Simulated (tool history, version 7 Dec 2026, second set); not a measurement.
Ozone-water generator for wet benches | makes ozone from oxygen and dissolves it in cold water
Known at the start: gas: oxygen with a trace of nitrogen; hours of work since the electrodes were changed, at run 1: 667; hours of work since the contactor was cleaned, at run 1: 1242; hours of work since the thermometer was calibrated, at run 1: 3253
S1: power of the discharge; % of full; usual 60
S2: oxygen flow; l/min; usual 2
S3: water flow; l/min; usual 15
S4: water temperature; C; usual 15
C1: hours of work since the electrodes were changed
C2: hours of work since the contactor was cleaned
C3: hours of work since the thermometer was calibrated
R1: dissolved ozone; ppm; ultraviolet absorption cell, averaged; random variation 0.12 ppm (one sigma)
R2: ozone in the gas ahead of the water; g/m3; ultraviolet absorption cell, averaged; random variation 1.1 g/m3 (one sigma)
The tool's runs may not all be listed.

Run 1, hour 0: usual settings; C1 667; C2 1242; C3 3253. Result: R1 10.3 ppm, R2 190 g/m3.
Run 2, hour 36.9: usual settings but S3 21 l/min; C1 700; C2 1275; C3 3286. Result: R1 7.3 ppm, R2 189.9 g/m3.
Run 3, hour 89.5: usual settings but S1 62 % of full; C1 747; C2 1322; C3 3333. Result: R1 10.5 ppm, R2 193 g/m3.
Run 4, hour 122.8: usual settings but S1 62 % of full; C1 777; C2 1352; C3 3363. Result: R1 10.4 ppm, R2 195 g/m3.
Run 5, hour 149.6: usual settings but S1 62 % of full; C1 801; C2 1376; C3 3386. Result: R1 10.5 ppm, R2 192.1 g/m3.
Run 6, hour 187.8: usual settings but S1 62 % of full; C1 835; C2 1410; C3 3421. Result: R1 10.6 ppm, R2 192.1 g/m3.
Run 7, hour 229.7: usual settings but S1 40 % of full; C1 873; C2 1447; C3 3458. Result: R1 7.9 ppm, R2 142.1 g/m3.
Run 8, hour 270.5: usual settings but S1 40 % of full; C1 909; C2 1484; C3 3495. Result: R1 7.9 ppm, R2 143 g/m3.
Run 9, hour 324.2: usual settings but S1 40 % of full; C1 957; C2 1532; C3 3543. Result: R1 7.7 ppm, R2 142.1 g/m3.
Run 10, hour 362.2: usual settings but S2 1.49 l/min; C1 991; C2 1566; C3 3577. Result: R1 9.5 ppm, R2 217.5 g/m3.
Run 11, hour 395.9: usual settings but S2 1.49 l/min; C1 1022; C2 1596; C3 3607. Result: R1 9.7 ppm, R2 216.9 g/m3.
Run 12, hour 447.8: usual settings but S2 1.49 l/min; C1 1068; C2 1642; C3 3653. Result: R1 9.5 ppm, R2 215.9 g/m3.
Run 13, hour 507.8: usual settings but S2 1.49 l/min; C1 1122; C2 1696; C3 3707. Result: R1 9.4 ppm, R2 215.6 g/m3.
Run 14, hour 547.8: usual settings but S2 1.49 l/min; C1 1157; C2 1732; C3 3743. Result: R1 9.5 ppm, R2 215.8 g/m3.
Run 15, hour 583.3: usual settings but S2 1.49 l/min; C1 1189; C2 1764; C3 3774. Result: R1 9.4 ppm, R2 215.1 g/m3.
Run 16, hour 623.1: usual settings; C1 1225; C2 1799; C3 3810. Result: R1 10.3 ppm, R2 185.8 g/m3.
Run 17, hour 664.3: usual settings but S2 3.03 l/min, S3 11 l/min; C1 1262; C2 1836; C3 3847. Result: R1 14.4 ppm, R2 152.3 g/m3.
Run 18, hour 717.5: usual settings but S2 1.99 l/min, S3 11 l/min, S4 10 C; C1 1309; C2 1884; C3 3894. Result: R1 14.5 ppm, R2 186.3 g/m3.
Run 19, hour 771.2: usual settings but S1 98 % of full, S2 3.16 l/min, S4 14 C; C1 1357; C2 1932; C3 3942. Result: R1 15.6 ppm, R2 208 g/m3.
Run 20, hour 799.3: usual settings but S3 10 l/min, S4 19 C; C1 1382; C2 1957; C3 3968. Result: R1 14.1 ppm, R2 186.4 g/m3.
Run 21, hour 834.2: usual settings but S1 72 % of full, S3 10 l/min, S4 19 C; C1 1414; C2 1988; C3 3999. Result: R1 16.4 ppm, R2 210.8 g/m3.
Run 22, hour 861.5: usual settings but S2 1.03 l/min, S4 12 C; C1 1438; C2 2012; C3 4023. Result: R1 8.6 ppm, R2 261.9 g/m3.
Run 23, hour 886.5: usual settings but S1 40 % of full, S2 2.05 l/min, S4 12 C; C1 1460; C2 2035; C3 4046. Result: R1 7.9 ppm, R2 140.2 g/m3.
Run 24, hour 911.4: usual settings but S2 1.5 l/min, S3 19 l/min, S4 13 C; C1 1483; C2 2057; C3 4068. Result: R1 7.3 ppm, R2 215.7 g/m3.
Run 25, hour 947.6: usual settings but S1 91 % of full, S2 1.05 l/min, S3 19 l/min; C1 1515; C2 2089; C3 4100. Result: R1 8.3 ppm, R2 337.4 g/m3.
Run 26, hour 1002: usual settings but S1 91 % of full, S2 1.05 l/min, S3 19 l/min; C1 1564; C2 2138; C3 4149. Result: R1 8.5 ppm, R2 339.9 g/m3.
Run 27, hour 1057.3: usual settings but S3 19 l/min, S4 21 C; C1 1613; C2 2188; C3 4198. Result: R1 7.6 ppm, R2 185.4 g/m3.
Run 28, hour 1081.6: usual settings but S3 19 l/min, S4 21 C; C1 1635; C2 2209; C3 4220. Result: R1 7.5 ppm, R2 183.3 g/m3.
Run 29, hour 1140.9: usual settings but S3 19 l/min, S4 21 C; C1 1688; C2 2262; C3 4273. Result: R1 7.5 ppm, R2 186.6 g/m3.
Run 30, hour 1176.1: usual settings but S4 9 C; C1 1719; C2 2294; C3 4305. Result: R1 10.5 ppm, R2 184.7 g/m3.
Run 31, hour 1220: usual settings but S3 9 l/min, S4 9 C; C1 1759; C2 2333; C3 4344. Result: R1 17.3 ppm, R2 186.4 g/m3.
Run 32, hour 1261.4: usual settings but S1 43 % of full, S4 17 C; C1 1796; C2 2370; C3 4381. Result: R1 7.8 ppm, R2 148 g/m3.

4 ways to go on from here, each from the tool as it stands after run 32. What would each give?
Run A, hour 1308.8: usual settings but S4 7 C; C1 1838; C2 2412; C3 4423. Result: R1 ?, R2 ?.
Run B, hour 1308.8: usual settings but S1 55 % of full, S2 1.87 l/min, S4 10 C; C1 1838; C2 2412; C3 4423. Result: R1 ?, R2 ?.
Run C, hour 1308.8: usual settings but S2 2.72 l/min; C1 1838; C2 2412; C3 4423. Result: R1 ?, R2 ?.
Run D, hour 1308.8: usual settings but S1 40 % of full, S2 2.04 l/min, S4 19 C; C1 1838; C2 2412; C3 4423. Result: R1 ?, R2 ?.

run    R1     R2
  A  10.8    186
  B   9.7  177.2
  C  10.6  159.2
  D   7.3  138.3
Without the tool's hidden state the same runs would have given:
run    R1     R2
  A  11.4    191
  B  10.3  181.6
  C  11.3  163.4
  D   7.7  140.8
